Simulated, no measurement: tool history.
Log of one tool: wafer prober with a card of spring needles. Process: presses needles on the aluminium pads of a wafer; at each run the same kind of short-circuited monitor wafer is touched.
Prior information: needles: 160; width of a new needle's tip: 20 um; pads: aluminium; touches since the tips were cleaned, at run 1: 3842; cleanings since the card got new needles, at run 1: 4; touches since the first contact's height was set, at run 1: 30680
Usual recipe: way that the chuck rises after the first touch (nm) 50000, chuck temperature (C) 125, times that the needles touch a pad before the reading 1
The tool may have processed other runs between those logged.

run   hour  way that the chuck rises after the first touch (nm)  chuck temperature (C)  times that the needles touch a pad before the reading  touches since the tips were cleaned  cleanings since the card got new needles  touches since the first contact's height was set  resistance of one needle with its contact and lead (mohm)  way that a needle slides on the pad (nm)
  1      0                                                50000                    125                                                      1                                 3842                                         4                                             30680                                                        373                                     11980
       3.8  -- tips cleaned on abrasive film
  2     11                                                50000                    125                                                      1                                 3504                                         5                                             36018                                                        358                                     12030
        16  -- tips cleaned on abrasive film
      27.5  -- tips cleaned on abrasive film
  3   29.6                                                50000                    125                                                      1                                 1009                                         7                                             45027                                                        324                                     11960
      40.2  -- tips cleaned on abrasive film
  4     49                                                50000                    125                                                      1                                 4322                                         8                                             54498                                                        380                                     11920
        53  -- tips cleaned on abrasive film
  5   61.4                                                50000                    125                                                      2                                 4107                                         9                                             60480                                                        337                                     11910
      65.5  -- tips cleaned on abrasive film
        77  -- tips cleaned on abrasive film
  6     77                                                50000                    125                                                      2                                    0                                        11                                             68034                                                        289                                     11880
  7   87.1                                                50000                    125                                                      1                                 4923                                        11                                             72957                                                        379                                     11900
      89.2  -- tips cleaned on abrasive film
     101.5  -- tips cleaned on abrasive film
  8  105.5                                                50000                    125                                                      1                                 1943                                        13                                             81899                                                        335                                     11880
     113.7  -- tips cleaned on abrasive film
  9  116.6                                                50000                     45                                                      1                                 1389                                        14                                             87253                                                        313                                     11890
     125.2  -- tips cleaned on abrasive film
 10  132.5                                                50000                     58                                                      1                                 3619                                        15                                             95033                                                        358                                     11840
     137.7  -- tips cleaned on abrasive film
 11  147.9                                                50000                     58                                                      1                                 4969                                        16                                            102487                                                        378                                     11860
     150.4  -- tips cleaned on abrasive film
 12  157.9                                                50000                     64                                                      1                                 3636                                        17                                            107331                                                        369                                     11820
     162.1  -- tips cleaned on abrasive film
 13  172.8                                                50000                     64                                                      1                                 5242                                        18                                            114608                                                        389                                     11820
     173.7  -- tips cleaned on abrasive film
 14  183.9                                                50000                     64                                                      1                                 4989                                        19                                            120000                                                        383                                     11780
     185.6  -- tips cleaned on abrasive film
     185.9  -- height of the first contact set anew
 15  195.1                                                50000                     64                                                      1                                 4495                                        20                                              4495                                                        377                                     12060
     198.3  -- tips cleaned on abrasive film
     210.1  -- tips cleaned on abrasive film
 16    213                                                50000                    125                                                      1                                 1404                                        22                                             13143                                                        333                                     12000
     221.5  -- tips cleaned on abrasive film
 17  222.2                                                52000                     49                                                      3                                  367                                        23                                             17627                                                        267                                     12520
 18  230.5                                                33000                     47                                                      1                                 4419                                        23                                             21679                                                        498                                      7910
     234.3  -- tips cleaned on abrasive film
     246.6  -- tips cleaned on abrasive film
 19  249.1                                                33000                     47                                                      1                                 1219                                        25                                             30687                                                        361                                      7880
     258.4  -- tips cleaned on abrasive film
 20  258.4                                                57000                     47                                                      1                                    0                                        26                                             35208                                                        271                                     13680
 21  267.3                                                38000                     80                                                      1                                 4330                                        26                                             39538                                                        439                                      9050
     270.9  -- tips cleaned on abrasive film
 22  276.8                                                38000                     80                                                      1                                 2882                                        27                                             44166                                                        420                                      9050
     282.9  -- tips cleaned on abrasive film
 23  288.8                                                38000                     49                                                      1                                 2866                                        28                                             49965                                                        404                                      9070
     294.5  -- tips cleaned on abrasive film
 24  304.3                                                38000                     49                                                      1                                 4821                                        29                                             57539                                                        452                                      9020
     306.2  -- tips cleaned on abrasive film
     317.9  -- tips cleaned on abrasive film
 25  317.9                                                37000                    125                                                      1                                    0                                        31                                             64068                                                        309                                      8780
     329.9  -- tips cleaned on abrasive film
 26  331.8                                                37000                    125                                                      1                                  957                                        32                                             70844                                                        351                                      8770
       342  -- tips cleaned on abrasive film
 27  349.3                                                37000                    125                                                      1                                 3588                                        33                                             79376                                                        438                                      8750
     353.9  -- tips cleaned on abrasive film
 28  364.8                                                44000                    125                                                      1                                 5369                                        34                                             86911                                                        426                                     10440
     366.2  -- tips cleaned on abrasive film
 29  374.9                                                44000                    125                                                      1                                 4233                                        35                                             91783                                                        411                                     10410
     377.6  -- tips cleaned on abrasive film
     389.4  -- tips cleaned on abrasive film
 30  389.6                                                62000                    100                                                      3                                   98                                        37                                             98870                                                        274                                     14740
     400.7  -- tips cleaned on abrasive film
 31  407.9                                                62000                    100                                                      3                                 3515                                        38                                            107815                                                        296                                     14750
     412.2  -- tips cleaned on abrasive film
     424.2  -- tips cleaned on abrasive film
 32  426.8                                                62000                    100                                                      3                                 1247                                        40                                            116940                                                        289                                     14740

Forecast each of these 3 alternatives for the next run:
     435.7  -- height of the first contact set anew
     436.7  -- tips cleaned on abrasive film
  A  443.7                                                34000                    108                                                      2                                 3415                                        41                                              3885                                                          ?                                         ?
     435.7  -- height of the first contact set anew
     436.7  -- tips cleaned on abrasive film
  B  443.7                                                70000                    100                                                      3                                 3415                                        41                                              3885                                                          ?                                         ?
     435.7  -- height of the first contact set anew
     436.7  -- tips cleaned on abrasive film
  C  443.7                                                40000                    125                                                      2                                 3415                                        41                                              3885                                                          ?                                         ?

run  resistance of one needle with its contact and lead (mohm)  way that a needle slides on the pad (nm)
  A                                                        394                                      8190
  B                                                        291                                     16890
  C                                                        370                                      9640
Take away the tool's hidden state, keep each run's random variation, and the runs would have read:
run  resistance of one needle with its contact and lead (mohm)  way that a needle slides on the pad (nm)
  A                                                        287                                      8200
  B                                                        274                                     16910
  C                                                        292                                      9660
